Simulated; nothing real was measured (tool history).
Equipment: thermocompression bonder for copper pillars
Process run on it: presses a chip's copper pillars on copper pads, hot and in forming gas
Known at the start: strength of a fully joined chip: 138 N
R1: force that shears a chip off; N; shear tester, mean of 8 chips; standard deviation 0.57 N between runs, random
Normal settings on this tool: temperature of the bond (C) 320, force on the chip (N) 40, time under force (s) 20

{"run": 1, "hour": 0.0, "temperature of the bond (C)": 320, "force on the chip (N)": 40, "time under force (s)": 20, "R1": 47.9}
{"run": 2, "hour": 28.9, "temperature of the bond (C)": 320, "force on the chip (N)": 40, "time under force (s)": 20, "R1": 48.4}
{"run": 3, "hour": 58.4, "temperature of the bond (C)": 320, "force on the chip (N)": 35, "time under force (s)": 20, "R1": 42.8}
{"run": 4, "hour": 79.8, "temperature of the bond (C)": 320, "force on the chip (N)": 35, "time under force (s)": 20, "R1": 42}
{"run": 5, "hour": 92.2, "temperature of the bond (C)": 320, "force on the chip (N)": 40, "time under force (s)": 20, "R1": 47.6}
{"run": 6, "hour": 121.7, "temperature of the bond (C)": 320, "force on the chip (N)": 40, "time under force (s)": 20, "R1": 47}
{"run": 7, "hour": 141.5, "temperature of the bond (C)": 320, "force on the chip (N)": 40, "time under force (s)": 20, "R1": 46.3}
{"hour": 150.3, "done": "forming gas filter changed"}
{"run": 8, "hour": 168.7, "temperature of the bond (C)": 343, "force on the chip (N)": 40, "time under force (s)": 20, "R1": 68.6}
{"run": 9, "hour": 197.1, "temperature of the bond (C)": 343, "force on the chip (N)": 40, "time under force (s)": 20, "R1": 67.9}
{"run": 10, "hour": 209.5, "temperature of the bond (C)": 320, "force on the chip (N)": 30, "time under force (s)": 20, "R1": 38.6}
{"run": 11, "hour": 230.9, "temperature of the bond (C)": 320, "force on the chip (N)": 30, "time under force (s)": 20, "R1": 38.3}
{"run": 12, "hour": 259.9, "temperature of the bond (C)": 320, "force on the chip (N)": 40, "time under force (s)": 23, "R1": 54.5}
{"run": 13, "hour": 274.2, "temperature of the bond (C)": 338, "force on the chip (N)": 40, "time under force (s)": 23, "R1": 66.6}
{"run": 14, "hour": 289.7, "temperature of the bond (C)": 338, "force on the chip (N)": 40, "time under force (s)": 23, "R1": 66.4}
{"run": 15, "hour": 312.6, "temperature of the bond (C)": 338, "force on the chip (N)": 40, "time under force (s)": 23, "R1": 66.4}
{"run": 16, "hour": 339.1, "temperature of the bond (C)": 338, "force on the chip (N)": 40, "time under force (s)": 23, "R1": 65.1}
{"hour": 343.4, "done": "heater calibrated with a thermocouple chip"}
{"run": 17, "hour": 366.5, "temperature of the bond (C)": 338, "force on the chip (N)": 38, "time under force (s)": 23, "R1": 61.6}
{"run": 18, "hour": 390.9, "temperature of the bond (C)": 299, "force on the chip (N)": 40, "time under force (s)": 20, "R1": 35.2}
{"run": 19, "hour": 413.9, "temperature of the bond (C)": 320, "force on the chip (N)": 40, "time under force (s)": 20, "R1": 47.8}
{"hour": 435.2, "done": "heater calibrated with a thermocouple chip, once more"}
{"run": 20, "hour": 444.3, "temperature of the bond (C)": 295, "force on the chip (N)": 40, "time under force (s)": 20, "R1": 36.7}
{"run": 21, "hour": 473.0, "temperature of the bond (C)": 295, "force on the chip (N)": 40, "time under force (s)": 20, "R1": 36}
{"run": 22, "hour": 492.0, "temperature of the bond (C)": 333, "force on the chip (N)": 53, "time under force (s)": 12, "R1": 65.4}
{"run": 23, "hour": 504.3, "temperature of the bond (C)": 339, "force on the chip (N)": 25, "time under force (s)": 29, "R1": 47.5}
{"run": 24, "hour": 533.0, "temperature of the bond (C)": 339, "force on the chip (N)": 38, "time under force (s)": 29, "R1": 68.3}
{"run": 25, "hour": 559.9, "temperature of the bond (C)": 333, "force on the chip (N)": 24, "time under force (s)": 20, "R1": 35.6}
{"run": 26, "hour": 575.9, "temperature of the bond (C)": 333, "force on the chip (N)": 24, "time under force (s)": 20, "R1": 35.5}
{"run": 27, "hour": 600.0, "temperature of the bond (C)": 320, "force on the chip (N)": 26, "time under force (s)": 19, "R1": 31.6}
{"run": 28, "hour": 626.3, "temperature of the bond (C)": 320, "force on the chip (N)": 26, "time under force (s)": 19, "R1": 31.9}
{"run": 29, "hour": 652.1, "temperature of the bond (C)": 320, "force on the chip (N)": 54, "time under force (s)": 29, "R1": 71.8}
{"run": 30, "hour": 681.1, "temperature of the bond (C)": 320, "force on the chip (N)": 54, "time under force (s)": 29, "R1": 72.5}
{"run": 31, "hour": 696.1, "temperature of the bond (C)": 303, "force on the chip (N)": 40, "time under force (s)": 60, "R1": 58.1}
{"hour": 715.3, "done": "forming gas filter changed"}
{"run": 32, "hour": 719.2, "temperature of the bond (C)": 303, "force on the chip (N)": 40, "time under force (s)": 60, "R1": 66.2}
{"run": 33, "hour": 742.5, "temperature of the bond (C)": 303, "force on the chip (N)": 40, "time under force (s)": 60, "R1": 65.3}
{"run": 34, "hour": 768.5, "temperature of the bond (C)": 303, "force on the chip (N)": 40, "time under force (s)": 60, "R1": 65.5}
{"run": 35, "hour": 792.3, "temperature of the bond (C)": 315, "force on the chip (N)": 42, "time under force (s)": 20, "R1": 52.5}
{"run": 36, "hour": 810.7, "temperature of the bond (C)": 320, "force on the chip (N)": 28, "time under force (s)": 20, "R1": 36.8}
{"run": 37, "hour": 839.2, "temperature of the bond (C)": 335, "force on the chip (N)": 32, "time under force (s)": 37, "R1": 65.5}
{"run": 38, "hour": 853.7, "temperature of the bond (C)": 322, "force on the chip (N)": 39, "time under force (s)": 26, "R1": 59}
{"run": 39, "hour": 869.8, "temperature of the bond (C)": 344, "force on the chip (N)": 49, "time under force (s)": 22, "R1": 85.3}
{"run": 40, "hour": 893.6, "temperature of the bond (C)": 306, "force on the chip (N)": 34, "time under force (s)": 36, "R1": 47}

What would each run have given without the hidden state, its run-to-run variation left as it was?
Hidden state present: true temperature of the bond over the reading, C; force that reaches the chip, % of what is set; oxide that the forming gas leaves, % of the face; drift of the gauge itself on shear_n, %.
run=1 R1=53.4
run=2 R1=54.3
run=3 R1=48.4
run=4 R1=47.8
run=5 R1=54.3
run=6 R1=54.2
run=7 R1=53.6
run=8 R1=70.2
run=9 R1=70
run=10 R1=40.2
run=11 R1=40.2
run=12 R1=57.5
run=13 R1=70.1
run=14 R1=70.2
run=15 R1=70.5
run=16 R1=69.7
run=17 R1=67.9
run=18 R1=40.1
run=19 R1=53.9
run=20 R1=37.8
run=21 R1=37.4
run=22 R1=68.7
run=23 R1=49.9
run=24 R1=72.6
run=25 R1=37.9
run=26 R1=38
run=27 R1=34.1
run=28 R1=34.7
run=29 R1=79.1
run=30 R1=80.4
run=31 R1=64.8
run=32 R1=65.6
run=33 R1=65
run=34 R1=65.7
run=35 R1=52.9
run=36 R1=37.3
run=37 R1=66.8
run=38 R1=60.4
run=39 R1=87.5
run=40 R1=48.7

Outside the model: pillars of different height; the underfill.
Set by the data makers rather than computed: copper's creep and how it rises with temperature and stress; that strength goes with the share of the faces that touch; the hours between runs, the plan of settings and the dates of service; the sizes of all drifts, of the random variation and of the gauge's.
